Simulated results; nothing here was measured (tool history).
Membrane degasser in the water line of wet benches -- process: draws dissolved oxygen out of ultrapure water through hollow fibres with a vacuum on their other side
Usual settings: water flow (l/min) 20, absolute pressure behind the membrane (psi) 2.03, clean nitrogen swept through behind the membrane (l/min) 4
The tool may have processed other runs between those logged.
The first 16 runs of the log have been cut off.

run,hour,water flow (l/min),absolute pressure behind the membrane (psi),clean nitrogen swept through behind the membrane (l/min),hours since the membrane was changed,hours since the vacuum gauge was calibrated,hours since the vacuum lines were made tight,dissolved oxygen in the water behind the degasser (ppb),pressure that the water loses in the fibres (psi)
17,635.1,20,2.03,9.79,655,2417,3444,58.5,5.96
18,680.2,17,4.86,3.6,700,2463,3489,336.4,5.057
19,734.9,13,1.84,5.06,755,2517,3543,61.9,3.903
20,773.5,13,1.84,5.06,793,2556,3582,61.9,3.891
21,814.3,13,1.84,5.06,834,2597,3623,61.9,3.862
22,839.9,29,1.44,9.64,860,2622,3648,63.7,8.634
23,867.8,27,2.03,3.93,888,2650,3676,187.2,8.025
24,891.2,23,4.99,5.69,911,2674,3700,305.4,6.808
25,930.9,25,3.26,5.69,951,2713,3739,211.7,7.409
26,981.9,25,3.26,5.69,1002,2764,3790,209.9,7.438
27,1012.6,20,2.39,1.83,1032,2795,3821,336.1,5.944
28,1059.7,20,2.39,1.83,1080,2842,3868,337.2,5.965
29,1093.9,20,2.39,1.83,1114,2876,3902,334.7,5.98
30,1119.5,28,2.48,4.46,1139,2902,3928,219.8,8.316
31,1150,15,1.87,6.66,1170,2932,3959,56.1,4.457
32,1178.3,15,1.87,6.66,1198,2961,3987,55.6,4.476
33,1231.9,20,2.03,7.02,1252,3014,4040,78.9,5.931

Branching from run 33: 3 alternative next runs. What would each branch give?
A,1273.4,16,2.03,4,1293,3056,4082,?,?
B,1273.4,22,2.03,4,1293,3056,4082,?,?
C,1273.4,20,3.7,3.12,1293,3056,4082,?,?

run,dissolved oxygen in the water behind the degasser (ppb),pressure that the water loses in the fibres (psi)
A,106.7,4.75
B,148.5,6.518
C,337,5.945
Take away the tool's hidden state, keep each run's random variation, and the runs would have read:
run,dissolved oxygen in the water behind the degasser (ppb),pressure that the water loses in the fibres (psi)
A,105.3,4.733
B,146.9,6.493
C,333.9,5.923

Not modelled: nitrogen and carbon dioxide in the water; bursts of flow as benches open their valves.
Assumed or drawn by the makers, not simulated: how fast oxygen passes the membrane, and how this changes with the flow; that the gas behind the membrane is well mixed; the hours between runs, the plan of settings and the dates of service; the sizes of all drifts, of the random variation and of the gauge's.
